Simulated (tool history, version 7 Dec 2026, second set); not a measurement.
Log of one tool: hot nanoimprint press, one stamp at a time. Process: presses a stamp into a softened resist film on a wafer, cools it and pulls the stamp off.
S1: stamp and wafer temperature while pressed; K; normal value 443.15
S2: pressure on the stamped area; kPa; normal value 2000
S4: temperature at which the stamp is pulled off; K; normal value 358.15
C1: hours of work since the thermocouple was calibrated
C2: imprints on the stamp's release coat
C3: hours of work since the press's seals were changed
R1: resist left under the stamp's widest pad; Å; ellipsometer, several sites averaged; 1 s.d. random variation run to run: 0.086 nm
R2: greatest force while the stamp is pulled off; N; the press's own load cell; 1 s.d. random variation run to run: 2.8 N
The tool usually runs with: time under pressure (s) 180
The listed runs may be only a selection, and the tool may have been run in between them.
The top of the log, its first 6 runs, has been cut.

Run 7, hour 99.3: usual settings; C1 336; C2 254; C3 242. Result: R1 1136.9 Å, R2 137 N.
Run 8, hour 117.6: usual settings; C1 344; C2 289; C3 250. Result: R1 1138.6 Å, R2 137 N.
Run 9, hour 133.3: usual settings; C1 351; C2 320; C3 256. Result: R1 1135.7 Å, R2 134 N.
Run 10, hour 156.3: usual settings; C1 360; C2 364; C3 266. Result: R1 1136.4 Å, R2 140 N.
Run 11, hour 180.1: usual settings but S2 2300 kPa; C1 370; C2 410; C3 276. Result: R1 1075.4 Å, R2 144 N.
Run 12, hour 203.2: usual settings but S4 365.15 K; C1 379; C2 455; C3 285. Result: R1 1136 Å, R2 124 N.
Run 13, hour 219.5: usual settings but S4 365.15 K; C1 386; C2 487; C3 292. Result: R1 1135.7 Å, R2 123 N.
Run 14, hour 236.1: usual settings but S4 365.15 K; C1 393; C2 519; C3 299. Result: R1 1135.3 Å, R2 122 N.
Run 15, hour 251.9: usual settings but S4 365.15 K; C1 400; C2 550; C3 305. Result: R1 1135.7 Å, R2 123 N.
At hour 256.1: plate thermocouple calibrated.
Run 16, hour 271.5: usual settings but S1 448.15 K, S2 3190 kPa, time under pressure (s) 227, S4 347.15 K; C1 6; C2 582; C3 312. Result: R1 718.4 Å, R2 181 N.
Run 17, hour 287.2: usual settings but S1 434.15 K, S2 1360 kPa, time under pressure (s) 174, S4 361.15 K; C1 13; C2 612; C3 319. Result: R1 1604.5 Å, R2 139 N.
Run 18, hour 311.6: usual settings but S1 434.15 K; C1 23; C2 660; C3 329. Result: R1 1453.1 Å, R2 146 N.
Run 19, hour 329.6: usual settings but S1 434.15 K; C1 30; C2 695; C3 336. Result: R1 1453.2 Å, R2 151 N.
Run 20, hour 352.1: usual settings but S1 434.15 K, S2 1470 kPa, S4 351.15 K; C1 40; C2 738; C3 345. Result: R1 1570.1 Å, R2 179 N.
Run 21, hour 371.2: usual settings but S1 434.15 K, S2 1470 kPa, S4 351.15 K; C1 48; C2 775; C3 353. Result: R1 1567.8 Å, R2 180 N.
At hour 379.8: plate thermocouple calibrated, once more.
Run 22, hour 384.1: usual settings but S1 453.15 K, time under pressure (s) 104; C1 2; C2 795; C3 357. Result: R1 1040.9 Å, R2 154 N.
Run 23, hour 407.5: usual settings but S1 453.15 K, S2 1610 kPa, time under pressure (s) 212, S4 348.15 K; C1 11; C2 840; C3 367. Result: R1 882 Å, R2 193 N.
Run 24, hour 422.7: usual settings but S1 453.15 K, S2 1610 kPa, time under pressure (s) 212, S4 348.15 K; C1 18; C2 870; C3 373. Result: R1 881.7 Å, R2 211 N.
Run 25, hour 432.7: usual settings but S1 450.15 K, S2 1590 kPa, time under pressure (s) 130, S4 353.15 K; C1 22; C2 889; C3 378. Result: R1 1150.1 Å, R2 182 N.
Run 26, hour 446.1: usual settings but S1 450.15 K, S2 1590 kPa, time under pressure (s) 130, S4 353.15 K; C1 27; C2 915; C3 383. Result: R1 1147.4 Å, R2 189 N.
Run 27, hour 467.5: usual settings but S1 450.15 K, S2 1590 kPa, time under pressure (s) 130, S4 353.15 K; C1 36; C2 956; C3 392. Result: R1 1148 Å, R2 181 N.
Run 28, hour 483.8: usual settings but S1 438.15 K, time under pressure (s) 113; C1 43; C2 988; C3 399. Result: R1 1496.5 Å, R2 172 N.
Run 29, hour 505.6: usual settings but S1 453.15 K; C1 52; C2 1031; C3 408. Result: R1 851.4 Å, R2 168 N.
Run 30, hour 522.4: usual settings but S1 453.15 K; C1 59; C2 1063; C3 415. Result: R1 849.1 Å, R2 177 N.

Predict each of these 4 candidate next runs independently; none follows another, all start after run 30:
Run A, hour 540: usual settings but S1 453.15 K, S4 356.15 K; C1 66; C2 1097; C3 422. Result: R1 ?, R2 ?.
Run B, hour 540: usual settings but S1 432.15 K, S2 2660 kPa, S4 348.15 K; C1 66; C2 1097; C3 422. Result: R1 ?, R2 ?.
Run C, hour 540: usual settings but S1 451.15 K, time under pressure (s) 254; C1 66; C2 1097; C3 422. Result: R1 ?, R2 ?.
Run D, hour 540: usual settings but S1 437.15 K, S2 2620 kPa, S4 365.15 K; C1 66; C2 1097; C3 422. Result: R1 ?, R2 ?.

run      R1   R2
  A   849.8  183
  B  1440.5  208
  C   792.1  169
  D  1258.1  141
Without the tool's unlogged condition, the same runs would have read:
run      R1   R2
  A   847.9  136
  B  1438.1  154
  C   790.4  126
  D  1254.9  105

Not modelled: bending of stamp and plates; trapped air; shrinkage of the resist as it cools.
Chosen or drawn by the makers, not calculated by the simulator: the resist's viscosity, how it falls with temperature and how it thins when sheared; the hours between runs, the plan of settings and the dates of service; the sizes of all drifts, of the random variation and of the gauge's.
